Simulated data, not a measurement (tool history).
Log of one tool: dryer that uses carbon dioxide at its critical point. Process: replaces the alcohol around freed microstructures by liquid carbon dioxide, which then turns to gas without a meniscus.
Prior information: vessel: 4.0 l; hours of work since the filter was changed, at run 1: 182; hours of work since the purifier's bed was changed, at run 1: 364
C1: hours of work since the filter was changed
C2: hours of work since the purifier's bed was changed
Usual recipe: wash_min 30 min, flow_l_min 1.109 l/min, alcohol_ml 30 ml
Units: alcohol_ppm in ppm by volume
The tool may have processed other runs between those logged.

{"run": 1, "hour": 0.0, "wash_min": 30, "flow_l_min": 1.109, "alcohol_ml": 30, "C1": 182, "C2": 364, "alcohol_ppm": 76}
{"run": 2, "hour": 16.9, "wash_min": 30, "flow_l_min": 1.109, "alcohol_ml": 30, "C1": 189, "C2": 371, "alcohol_ppm": 90}
{"run": 3, "hour": 32.8, "wash_min": 30, "flow_l_min": 0.8, "alcohol_ml": 30, "C1": 196, "C2": 377, "alcohol_ppm": 101}
{"run": 4, "hour": 54.8, "wash_min": 30, "flow_l_min": 0.8, "alcohol_ml": 30, "C1": 205, "C2": 387, "alcohol_ppm": 114}
{"run": 5, "hour": 73.9, "wash_min": 30, "flow_l_min": 1.109, "alcohol_ml": 30, "C1": 213, "C2": 395, "alcohol_ppm": 98}
{"run": 6, "hour": 93.0, "wash_min": 30, "flow_l_min": 1.109, "alcohol_ml": 82, "C1": 221, "C2": 403, "alcohol_ppm": 94}
{"run": 7, "hour": 114.1, "wash_min": 30, "flow_l_min": 1.109, "alcohol_ml": 82, "C1": 230, "C2": 411, "alcohol_ppm": 93}
{"run": 8, "hour": 136.3, "wash_min": 30, "flow_l_min": 1.109, "alcohol_ml": 74, "C1": 239, "C2": 421, "alcohol_ppm": 95}
{"run": 9, "hour": 154.5, "wash_min": 30, "flow_l_min": 1.109, "alcohol_ml": 74, "C1": 247, "C2": 428, "alcohol_ppm": 106}
{"run": 10, "hour": 164.2, "wash_min": 30, "flow_l_min": 1.109, "alcohol_ml": 74, "C1": 251, "C2": 432, "alcohol_ppm": 106}
{"run": 11, "hour": 181.6, "wash_min": 30, "flow_l_min": 1.109, "alcohol_ml": 74, "C1": 258, "C2": 440, "alcohol_ppm": 108}
{"run": 12, "hour": 197.2, "wash_min": 30, "flow_l_min": 1.109, "alcohol_ml": 30, "C1": 265, "C2": 446, "alcohol_ppm": 99}
{"run": 13, "hour": 210.9, "wash_min": 30, "flow_l_min": 1.71, "alcohol_ml": 20, "C1": 270, "C2": 452, "alcohol_ppm": 99}
{"run": 14, "hour": 232.0, "wash_min": 30, "flow_l_min": 1.14, "alcohol_ml": 30, "C1": 279, "C2": 461, "alcohol_ppm": 96}
{"run": 15, "hour": 246.6, "wash_min": 30, "flow_l_min": 1.02, "alcohol_ml": 103, "C1": 285, "C2": 467, "alcohol_ppm": 126}
{"run": 16, "hour": 263.8, "wash_min": 37, "flow_l_min": 1.109, "alcohol_ml": 30, "C1": 292, "C2": 474, "alcohol_ppm": 101}
{"run": 17, "hour": 275.4, "wash_min": 28, "flow_l_min": 1.109, "alcohol_ml": 30, "C1": 297, "C2": 479, "alcohol_ppm": 110}
{"run": 18, "hour": 288.4, "wash_min": 28, "flow_l_min": 1.109, "alcohol_ml": 30, "C1": 303, "C2": 484, "alcohol_ppm": 116}
{"run": 19, "hour": 309.6, "wash_min": 34, "flow_l_min": 1.109, "alcohol_ml": 30, "C1": 312, "C2": 493, "alcohol_ppm": 108}

Run 20 has not been measured yet. What should we expect?
{"run": 20, "hour": 323.1, "wash_min": 34, "flow_l_min": 1.109, "alcohol_ml": 30, "C1": 317, "C2": 499, "alcohol_ppm": "?"}

{"run 20": {"alcohol_ppm": 112}}
Were there no unlogged condition in the tool, this run, its random variation unchanged, would have produced alcohol_ppm 6 ppm by volume.
